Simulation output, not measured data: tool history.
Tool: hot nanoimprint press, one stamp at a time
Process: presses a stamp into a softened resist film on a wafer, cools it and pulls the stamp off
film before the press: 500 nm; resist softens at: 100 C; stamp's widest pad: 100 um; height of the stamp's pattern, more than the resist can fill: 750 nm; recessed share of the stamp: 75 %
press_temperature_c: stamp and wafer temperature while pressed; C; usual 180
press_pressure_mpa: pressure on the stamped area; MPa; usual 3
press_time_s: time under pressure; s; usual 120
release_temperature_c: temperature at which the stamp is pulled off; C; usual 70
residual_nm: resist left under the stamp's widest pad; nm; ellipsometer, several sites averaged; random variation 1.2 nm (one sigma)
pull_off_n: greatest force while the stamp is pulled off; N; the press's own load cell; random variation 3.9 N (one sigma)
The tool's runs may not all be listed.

run,hour,press_temperature_c,press_pressure_mpa,press_time_s,release_temperature_c,residual_nm,pull_off_n
1,0,180,3,120,70,185.9,190
2,28.6,180,3,120,70,185.6,191
3,57.4,180,3,120,70,185.9,187
4,88.1,180,3,120,70,186,186
5,118.5,180,3,120,70,185.6,196
6,143.4,180,3,120,70,184,185
7,193.2,180,3,120,68,187.6,200
8,230.2,180,3,120,65,185.9,204
9,267.9,175,3.64,224,67,165.5,196
10,309.1,180,3.61,197,62,138,223
# hour 334.3: stamp cleaned and given a new release coat
11,361,187,3,200,68,113.6,193
12,390.4,187,3,200,68,114,193
# hour 403.6: plate thermocouple calibrated
13,431.3,187,3,200,68,113.6,195
14,462.1,184,3,127,75,152.7,169
15,503.2,169,3,220,70,243.4,191
16,541.9,181,3.15,120,74,174.4,180

4 ways to go on from here, each from the tool as it stands after run 16. What would each give?
A,567,180,3.75,95,77,?,?
B,567,181,3.15,83,74,?,?
C,567,186,3,120,73,?,?
D,567,174,4.14,120,70,?,?

run,residual_nm,pull_off_n
A,179.1,165
B,199.4,174
C,143.5,179
D,201.4,193
Without the tool's hidden state the same runs would have given:
run,residual_nm,pull_off_n
A,179,165
B,199.2,173
C,143.4,179
D,201.2,193
